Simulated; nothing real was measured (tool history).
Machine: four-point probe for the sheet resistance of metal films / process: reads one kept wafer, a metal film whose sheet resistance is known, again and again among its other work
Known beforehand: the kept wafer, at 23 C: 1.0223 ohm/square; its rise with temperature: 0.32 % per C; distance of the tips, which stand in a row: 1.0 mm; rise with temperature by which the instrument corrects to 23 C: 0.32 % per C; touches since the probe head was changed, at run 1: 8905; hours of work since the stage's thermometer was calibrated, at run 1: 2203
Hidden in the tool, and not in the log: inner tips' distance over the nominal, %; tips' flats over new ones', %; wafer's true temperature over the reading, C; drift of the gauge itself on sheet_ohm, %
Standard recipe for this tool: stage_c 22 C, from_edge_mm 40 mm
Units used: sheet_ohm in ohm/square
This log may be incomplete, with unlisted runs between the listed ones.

| run | hour | stage_c | from_edge_mm | touches since the probe head was changed | hours of work since the stage's thermometer was calibrated | sheet_ohm |
|---|---|---|---|---|---|---|
| 1 | 0 | 22 | 40 | 8905 | 2203 | 1.027843 |
| 2 | 20.2 | 22 | 40 | 9204 | 2214 | 1.028289 |
| 3 | 33.1 | 22 | 40 | 9394 | 2222 | 1.027877 |
| 4 | 51.5 | 22 | 40 | 9666 | 2232 | 1.028123 |
| 5 | 67.2 | 22 | 40 | 9898 | 2241 | 1.027778 |
| 6 | 87 | 22 | 40 | 10190 | 2252 | 1.027519 |
| 7 | 105.7 | 22 | 40 | 10467 | 2262 | 1.027733 |
| 8 | 115 | 22 | 40 | 10604 | 2268 | 1.028116 |
| 9 | 129.3 | 35 | 40 | 10815 | 2276 | 1.028368 |
| 10 | 140.7 | 22 | 40 | 10984 | 2282 | 1.027647 |
| 11 | 157.3 | 22 | 40 | 11229 | 2291 | 1.027553 |
| 12 | 173.6 | 22 | 3 | 11470 | 2300 | 1.084956 |
| 13 | 193.9 | 25 | 3 | 11770 | 2312 | 1.084983 |
| 14 | 208.1 | 25 | 3 | 11979 | 2320 | 1.085105 |
| 15 | 225.1 | 25 | 3 | 12230 | 2329 | 1.085447 |
| 16 | 234.5 | 30 | 3 | 12370 | 2335 | 1.085831 |
| 17 | 246.8 | 21 | 40 | 12551 | 2342 | 1.027694 |
| 18 | 258.9 | 21 | 40 | 12730 | 2348 | 1.027581 |
| 19 | 274.2 | 22 | 12 | 12956 | 2357 | 1.030983 |
| 20 | 294.5 | 22 | 12 | 13256 | 2368 | 1.031058 |
|  | 296.7 | stage's thermometer calibrated |
| 21 | 304 | 22 | 12 | 13388 | 4 | 1.030662 |
| 22 | 313.6 | 22 | 40 | 13531 | 9 | 1.026588 |
| 23 | 326.1 | 28 | 59 | 13715 | 16 | 1.027051 |
| 24 | 346.7 | 28 | 59 | 14020 | 28 | 1.026615 |
| 25 | 359 | 33 | 40 | 14201 | 35 | 1.027588 |
|  | 361.7 | stage's thermometer calibrated, once more |
| 26 | 376.6 | 29 | 40 | 14455 | 8 | 1.029098 |
| 27 | 389.2 | 34 | 29 | 14640 | 15 | 1.029907 |
| 28 | 399.1 | 34 | 29 | 14787 | 21 | 1.029744 |
| 29 | 418.7 | 34 | 29 | 15076 | 32 | 1.029868 |
| 30 | 435.8 | 22 | 40 | 15328 | 42 | 1.028472 |
| 31 | 448.5 | 22 | 40 | 15516 | 49 | 1.028432 |
| 32 | 468.6 | 19 | 12 | 15813 | 60 | 1.031552 |
| 33 | 487.1 | 19 | 12 | 16087 | 70 | 1.031561 |
| 34 | 496.9 | 22 | 6 | 16231 | 76 | 1.042705 |
| 35 | 511.6 | 22 | 18 | 16448 | 84 | 1.029592 |
| 36 | 524.1 | 28 | 18 | 16633 | 91 | 1.02988 |
| 37 | 537.2 | 27 | 4 | 16827 | 98 | 1.061594 |
| 38 | 554.2 | 27 | 4 | 17078 | 108 | 1.06189 |
| 39 | 574.4 | 33 | 24 | 17377 | 119 | 1.02952 |
| 40 | 586.1 | 27 | 36 | 17549 | 126 | 1.028478 |
| 41 | 597.3 | 20 | 24 | 17714 | 132 | 1.028601 |
| 42 | 612.5 | 32 | 17 | 17939 | 141 | 1.030373 |
| 43 | 628.6 | 21 | 46 | 18178 | 150 | 1.027689 |
| 44 | 646.6 | 22 | 46 | 18443 | 160 | 1.027662 |

Consider 4 possible next runs. They are alternatives, not a sequence: every one starts from the tool as it was left by run 44. What does each give?
| A | 657.9 | 22 | 37 | 18610 | 166 | ? |
| B | 657.9 | 20 | 28 | 18610 | 166 | ? |
| C | 657.9 | 33 | 4 | 18610 | 166 | ? |
| D | 657.9 | 21 | 40 | 18610 | 166 | ? |

| run | sheet_ohm |
|---|---|
| A | 1.028129 |
| B | 1.027645 |
| C | 1.062244 |
| D | 1.027718 |
The same runs, with their run-to-run variation unchanged, on a tool lacking any hidden condition would have given:
| run | sheet_ohm |
|---|---|
| A | 1.022805 |
| B | 1.022324 |
| C | 1.056753 |
| D | 1.022396 |

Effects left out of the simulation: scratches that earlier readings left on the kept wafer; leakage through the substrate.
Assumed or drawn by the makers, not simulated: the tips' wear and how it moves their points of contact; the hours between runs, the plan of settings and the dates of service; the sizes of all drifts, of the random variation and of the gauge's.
